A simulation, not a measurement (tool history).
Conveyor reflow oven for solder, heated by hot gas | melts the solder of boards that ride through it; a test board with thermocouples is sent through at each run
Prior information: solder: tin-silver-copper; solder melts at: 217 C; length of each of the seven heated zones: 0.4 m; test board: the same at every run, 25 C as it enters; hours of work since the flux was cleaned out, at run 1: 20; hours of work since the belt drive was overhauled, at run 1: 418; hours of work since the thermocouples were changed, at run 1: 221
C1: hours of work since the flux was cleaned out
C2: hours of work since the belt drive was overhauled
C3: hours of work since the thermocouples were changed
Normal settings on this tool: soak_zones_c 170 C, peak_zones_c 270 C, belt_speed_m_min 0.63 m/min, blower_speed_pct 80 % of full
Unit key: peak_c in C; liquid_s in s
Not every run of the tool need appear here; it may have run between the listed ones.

Run 1, hour 0: usual settings; C1 20; C2 418; C3 221. Result: peak_c 256.1 C, liquid_s 59.4 s.
Run 2, hour 6.6: usual settings but belt_speed_m_min 0.506 m/min; C1 25; C2 422; C3 225. Result: peak_c 262.3 C, liquid_s 80.3 s.
Run 3, hour 12.9: usual settings but belt_speed_m_min 0.506 m/min; C1 28; C2 426; C3 229. Result: peak_c 262 C, liquid_s 80.1 s.
Run 4, hour 20.3: usual settings; C1 33; C2 430; C3 234. Result: peak_c 256.6 C, liquid_s 59.3 s.
Run 5, hour 29.4: usual settings; C1 39; C2 436; C3 239. Result: peak_c 256.6 C, liquid_s 58.9 s.
Run 6, hour 37.2: usual settings; C1 43; C2 441; C3 244. Result: peak_c 256.4 C, liquid_s 59.4 s.
Run 7, hour 45.5: usual settings; C1 49; C2 446; C3 249. Result: peak_c 256 C, liquid_s 59.7 s.
Run 8, hour 55.8: usual settings but soak_zones_c 160 C; C1 55; C2 452; C3 256. Result: peak_c 254.8 C, liquid_s 54.6 s.
Run 9, hour 60.6: usual settings but soak_zones_c 160 C, peak_zones_c 275 C; C1 58; C2 455; C3 259. Result: peak_c 259.7 C, liquid_s 57.7 s.
Run 10, hour 70: usual settings; C1 64; C2 461; C3 264. Result: peak_c 256.4 C, liquid_s 59.2 s.
Run 11, hour 79.9: usual settings; C1 70; C2 467; C3 270. Result: peak_c 256.6 C, liquid_s 59.2 s.
Run 12, hour 85.7: usual settings; C1 73; C2 471; C3 274. Result: peak_c 256.2 C, liquid_s 59.4 s.
Run 13, hour 95.4: usual settings; C1 79; C2 477; C3 280. Result: peak_c 256.3 C, liquid_s 59.3 s.
Run 14, hour 105.4: usual settings but blower_speed_pct 58 % of full; C1 85; C2 483; C3 286. Result: peak_c 249.2 C, liquid_s 52.4 s.
Run 15, hour 114.2: usual settings but peak_zones_c 266 C, belt_speed_m_min 0.614 m/min, blower_speed_pct 58 % of full; C1 91; C2 488; C3 292. Result: peak_c 246.8 C, liquid_s 51.7 s.
Run 16, hour 119.4: usual settings but soak_zones_c 160 C, peak_zones_c 285 C, belt_speed_m_min 0.726 m/min, blower_speed_pct 58 % of full; C1 94; C2 491; C3 295. Result: peak_c 252.1 C, liquid_s 43.8 s.
Run 17, hour 129.3: usual settings but soak_zones_c 160 C, peak_zones_c 285 C, belt_speed_m_min 0.726 m/min, blower_speed_pct 58 % of full; C1 100; C2 498; C3 301. Result: peak_c 252.3 C, liquid_s 43.8 s.
Run 18, hour 136.5: usual settings but soak_zones_c 172 C, belt_speed_m_min 0.528 m/min, blower_speed_pct 74 % of full; C1 105; C2 502; C3 305. Result: peak_c 260.3 C, liquid_s 74.9 s.
Run 19, hour 144.7: usual settings but soak_zones_c 172 C, belt_speed_m_min 0.528 m/min, blower_speed_pct 74 % of full; C1 110; C2 507; C3 310. Result: peak_c 259.4 C, liquid_s 75.5 s.
Run 20, hour 152: usual settings but soak_zones_c 172 C, belt_speed_m_min 0.544 m/min, blower_speed_pct 74 % of full; C1 114; C2 512; C3 315. Result: peak_c 259.3 C, liquid_s 71.8 s.
Run 21, hour 160.4: usual settings but soak_zones_c 182 C, blower_speed_pct 65 % of full; C1 119; C2 517; C3 320. Result: peak_c 253.9 C, liquid_s 61.1 s.
Run 22, hour 169.5: usual settings but soak_zones_c 182 C, blower_speed_pct 65 % of full; C1 125; C2 522; C3 326. Result: peak_c 254 C, liquid_s 60.6 s.
Run 23, hour 177.3: usual settings but soak_zones_c 182 C, blower_speed_pct 65 % of full; C1 130; C2 527; C3 330. Result: peak_c 254.1 C, liquid_s 61.1 s.
Run 24, hour 183.4: usual settings but soak_zones_c 160 C, peak_zones_c 278 C; C1 134; C2 531; C3 334. Result: peak_c 261.4 C, liquid_s 59.5 s.
Run 25, hour 189.6: usual settings but peak_zones_c 279 C, belt_speed_m_min 0.701 m/min; C1 137; C2 535; C3 338. Result: peak_c 259.2 C, liquid_s 54.9 s.
Run 26, hour 197.5: usual settings but peak_zones_c 282 C, blower_speed_pct 55 % of full; C1 142; C2 540; C3 343. Result: peak_c 258 C, liquid_s 58.5 s.
Run 27, hour 207.2: usual settings but soak_zones_c 162 C, belt_speed_m_min 0.645 m/min; C1 148; C2 546; C3 349. Result: peak_c 253.4 C, liquid_s 53.5 s.
Run 28, hour 214.6: usual settings but soak_zones_c 162 C, belt_speed_m_min 0.645 m/min; C1 153; C2 550; C3 353. Result: peak_c 253.5 C, liquid_s 53.4 s.

Below are 5 alternative next runs, each starting from the tool's condition after run 28. Predict each:
Run A, hour 222.9: usual settings but soak_zones_c 163 C; C1 158; C2 555; C3 359. Result: peak_c ?, liquid_s ?.
Run B, hour 222.9: usual settings but soak_zones_c 180 C, blower_speed_pct 87 % of full; C1 158; C2 555; C3 359. Result: peak_c ?, liquid_s ?.
Run C, hour 222.9: usual settings but peak_zones_c 274 C; C1 158; C2 555; C3 359. Result: peak_c ?, liquid_s ?.
Run D, hour 222.9: usual settings but soak_zones_c 179 C, belt_speed_m_min 0.729 m/min; C1 158; C2 555; C3 359. Result: peak_c ?, liquid_s ?.
Run E, hour 222.9: usual settings but soak_zones_c 162 C, peak_zones_c 278 C, belt_speed_m_min 0.544 m/min; C1 158; C2 555; C3 359. Result: peak_c ?, liquid_s ?.

run  peak_c  liquid_s
  A   254.8      56.2
  B   258.6      64.4
  C   259.2        61
  D   252.7      50.5
  E   266.5      73.6
What these runs would have given with no unlogged condition in the tool:
run  peak_c  liquid_s
  A   255.1      56.1
  B   258.7        64
  C   259.4      60.7
  D   253.1      50.4
  E   266.5        73
